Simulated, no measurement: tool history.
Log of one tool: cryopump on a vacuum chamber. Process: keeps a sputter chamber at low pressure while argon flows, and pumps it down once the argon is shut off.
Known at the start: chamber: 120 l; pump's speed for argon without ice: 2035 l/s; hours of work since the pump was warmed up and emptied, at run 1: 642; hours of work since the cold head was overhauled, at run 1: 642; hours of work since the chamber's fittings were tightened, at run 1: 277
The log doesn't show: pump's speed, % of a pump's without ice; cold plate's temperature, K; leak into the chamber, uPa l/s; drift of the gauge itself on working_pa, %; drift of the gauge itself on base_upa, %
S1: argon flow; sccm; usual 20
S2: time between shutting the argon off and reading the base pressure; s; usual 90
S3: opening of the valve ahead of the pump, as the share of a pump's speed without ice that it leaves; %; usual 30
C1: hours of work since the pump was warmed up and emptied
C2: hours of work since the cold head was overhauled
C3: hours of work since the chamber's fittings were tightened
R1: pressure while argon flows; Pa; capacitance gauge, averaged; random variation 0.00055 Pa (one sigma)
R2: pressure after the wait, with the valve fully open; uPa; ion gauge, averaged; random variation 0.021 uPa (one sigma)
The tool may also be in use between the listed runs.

Run 1, hour 0: usual settings; C1 642; C2 642; C3 277. Result: R1 0.0596 Pa, R2 0.77 uPa.
Run 2, hour 44.3: usual settings; C1 665; C2 665; C3 300. Result: R1 0.0603 Pa, R2 0.8 uPa.
Run 3, hour 83.5: usual settings; C1 686; C2 686; C3 320. Result: R1 0.0598 Pa, R2 0.85 uPa.
Run 4, hour 117.5: usual settings; C1 703; C2 703; C3 338. Result: R1 0.06 Pa, R2 0.86 uPa.
Run 5, hour 145.4: usual settings; C1 718; C2 718; C3 352. Result: R1 0.0608 Pa, R2 0.89 uPa.
Run 6, hour 179.8: usual settings but S1 10 sccm; C1 736; C2 736; C3 370. Result: R1 0.0301 Pa, R2 0.87 uPa.
Run 7, hour 210.8: usual settings but S1 10 sccm; C1 752; C2 752; C3 386. Result: R1 0.0296 Pa, R2 0.91 uPa.
Run 8, hour 253.6: usual settings; C1 774; C2 774; C3 409. Result: R1 0.0613 Pa, R2 0.98 uPa.
Run 9, hour 282.6: usual settings but S1 10 sccm, S2 69 s, S3 16 %; C1 789; C2 789; C3 424. Result: R1 0.0553 Pa, R2 1.04 uPa.
Run 10, hour 317.6: usual settings but S1 10 sccm, S2 69 s, S3 16 %; C1 807; C2 807; C3 442. Result: R1 0.0551 Pa, R2 1.12 uPa.
Run 11, hour 359.9: usual settings but S1 10 sccm, S2 69 s, S3 16 %; C1 829; C2 829; C3 464. Result: R1 0.0554 Pa, R2 1.11 uPa.
Run 12, hour 395.1: usual settings but S1 10 sccm, S2 69 s, S3 16 %; C1 847; C2 847; C3 482. Result: R1 0.0558 Pa, R2 1.14 uPa.
Run 13, hour 418.7: usual settings but S1 10 sccm, S2 69 s, S3 16 %; C1 860; C2 860; C3 494. Result: R1 0.0536 Pa, R2 1.15 uPa.
Run 14, hour 447.4: usual settings but S1 10 sccm, S2 69 s, S3 16 %; C1 875; C2 875; C3 509. Result: R1 0.0555 Pa, R2 1.19 uPa.
Run 15, hour 487.1: usual settings but S2 23 s; C1 895; C2 895; C3 530. Result: R1 0.0618 Pa, R2 2.05 uPa.

Forecast each of these 4 alternatives for the next run:
Run A, hour 523: usual settings but S2 94 s, S3 41 %; C1 914; C2 914; C3 549. Result: R1 ?, R2 ?.
Run B, hour 523: usual settings but S1 28 sccm, S2 41 s, S3 28 %; C1 914; C2 914; C3 549. Result: R1 ?, R2 ?.
Run C, hour 523: usual settings but S1 17 sccm, S3 32 %; C1 914; C2 914; C3 549. Result: R1 ?, R2 ?.
Run D, hour 523: usual settings but S1 11 sccm, S2 20 s; C1 914; C2 914; C3 549. Result: R1 ?, R2 ?.

run      R1    R2
  A  0.0474  1.06
  B  0.0925  1.48
  C    0.05   1.1
  D  0.0343   2.2
Without the tool's hidden state the same runs would have given:
run      R1    R2
  A  0.0405  0.43
  B  0.0828  0.85
  C  0.0441  0.48
  D  0.0305  1.57

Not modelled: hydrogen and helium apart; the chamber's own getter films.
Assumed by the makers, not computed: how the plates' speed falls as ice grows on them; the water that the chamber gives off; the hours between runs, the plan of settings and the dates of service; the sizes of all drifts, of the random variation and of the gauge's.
